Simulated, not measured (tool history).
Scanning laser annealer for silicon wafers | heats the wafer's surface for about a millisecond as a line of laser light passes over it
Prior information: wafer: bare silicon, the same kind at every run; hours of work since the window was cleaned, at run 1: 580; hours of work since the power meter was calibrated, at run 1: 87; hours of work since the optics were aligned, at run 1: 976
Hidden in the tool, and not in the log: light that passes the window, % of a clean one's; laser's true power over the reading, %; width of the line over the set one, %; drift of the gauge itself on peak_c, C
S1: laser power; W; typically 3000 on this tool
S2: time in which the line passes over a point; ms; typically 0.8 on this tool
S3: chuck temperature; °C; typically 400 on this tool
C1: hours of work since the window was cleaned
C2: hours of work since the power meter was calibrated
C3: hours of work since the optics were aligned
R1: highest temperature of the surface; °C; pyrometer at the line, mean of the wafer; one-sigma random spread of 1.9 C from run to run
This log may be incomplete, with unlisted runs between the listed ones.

run	day	S1	S2	S3	C1	C2	C3	R1
1	0	3000	0.8	400	580	87	976	1109
2	0.483	3000	0.8	410	589	95	985	1119
3	0.8	3000	0.8	410	595	101	990	1119
4	1.079	3000	0.928	400	599	106	995	1173
5	1.546	3000	0.928	400	608	114	1003	1172
6	1.975	3000	0.8	400	615	122	1011	1110
7	2.383	2755	0.8	400	623	129	1018	1038
8	2.838	2779	0.594	433	631	137	1026	980
9	3.212	3197	0.8	400	638	144	1033	1167
10	3.45	3197	0.8	400	642	148	1037	1166
11	3.667	3190	0.932	400	646	152	1041	1233
12	4.179	3190	0.932	400	655	161	1050	1236

5 options for the next run, each taken on its own from the tool as it stands now. Forecast them:
A	4.55	2988	0.932	400	661	168	1057	?
B	4.55	2865	0.572	425	661	168	1057	?
C	4.55	3190	0.803	391	661	168	1057	?
D	4.55	3190	0.932	430	661	168	1057	?
E	4.55	2744	0.726	387	661	168	1057	?

run	R1
A	1169
B	976
C	1157
D	1266
E	989
Without the tool's unlogged condition, the same runs would have read:
run	R1
A	1202
B	1000
C	1190
D	1303
E	1015
